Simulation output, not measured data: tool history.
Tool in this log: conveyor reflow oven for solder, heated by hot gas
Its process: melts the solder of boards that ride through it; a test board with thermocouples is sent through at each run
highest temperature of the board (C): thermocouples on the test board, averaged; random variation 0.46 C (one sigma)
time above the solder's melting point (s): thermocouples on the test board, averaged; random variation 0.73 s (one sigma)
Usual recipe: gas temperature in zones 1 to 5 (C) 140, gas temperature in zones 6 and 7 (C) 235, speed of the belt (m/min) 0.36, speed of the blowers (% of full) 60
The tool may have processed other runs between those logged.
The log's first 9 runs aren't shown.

run	hour	gas temperature in zones 1 to 5 (C)	gas temperature in zones 6 and 7 (C)	speed of the belt (m/min)	speed of the blowers (% of full)	hours of work since the flux was cleaned out	hours of work since the belt drive was overhauled	hours of work since the thermocouples were changed	highest temperature of the board (C)	time above the solder's melting point (s)
10	127.9	140	230	0.36	60	158	285	367	213.8	83.3
11	135.4	140	230	0.36	60	163	290	372	213.1	85.5
12	145.2	140	235	0.36	60	170	297	379	218.3	88.9
13	156.6	140	235	0.36	60	177	304	386	217.5	89.1
14	164.3	140	235	0.36	60	182	309	391	218.2	88.9
15	180.5	140	235	0.36	60	193	320	402	218.1	88.6
16	196.6	140	235	0.36	60	204	331	413	218.1	89.4
17	212.3	140	235	0.291	59	214	341	423	223.3	119.7
18	223.4	140	235	0.375	78	222	349	431	221.6	90.4
19	232.5	140	235	0.375	78	228	355	437	221.2	89
20	242.9	140	227	0.315	78	235	362	444	217.9	105.5
21	255.2	140	227	0.315	78	243	370	452	217.8	106.4
22	268.6	140	224	0.313	78	252	379	461	215.2	103.7
23	276.4	140	224	0.313	78	257	384	466	215.8	103.1
24	284.7	140	245	0.43	53	262	389	471	216.9	72.5
25	302	140	245	0.43	53	274	401	483	216.8	71.1
26	312	145	227	0.36	60	281	408	490	212.3	84.4
27	321	140	234	0.36	60	287	414	496	217.2	87.4
# hour 340.5: flux residue cleaned out of gas plates and filters
28	342.5	140	225	0.339	58	1	425	506	210.3	85.6
29	359.1	140	235	0.307	83	12	436	518	227.5	117.4
30	369.6	147	239	0.325	60	19	443	525	225.6	112.3
31	377.5	133	237	0.339	60	25	448	530	221.4	94.1
32	385.4	130	237	0.339	60	30	453	535	220	91.7

Below are 3 alternative next runs, each starting from the tool's condition after run 32. Predict each:
A	399.1	130	249	0.339	60	39	462	544	?	?
B	399.1	140	244	0.294	70	39	462	544	?	?
C	399.1	140	233	0.359	60	39	462	544	?	?

run	highest temperature of the board (C)	time above the solder's melting point (s)
A	230.4	103.9
B	234.2	131.4
C	216.7	87.4
The same runs, with their run-to-run variation unchanged, on a tool lacking any hidden condition would have given:
run	highest temperature of the board (C)	time above the solder's melting point (s)
A	230.5	104
B	234.3	131.4
C	216.8	87.5
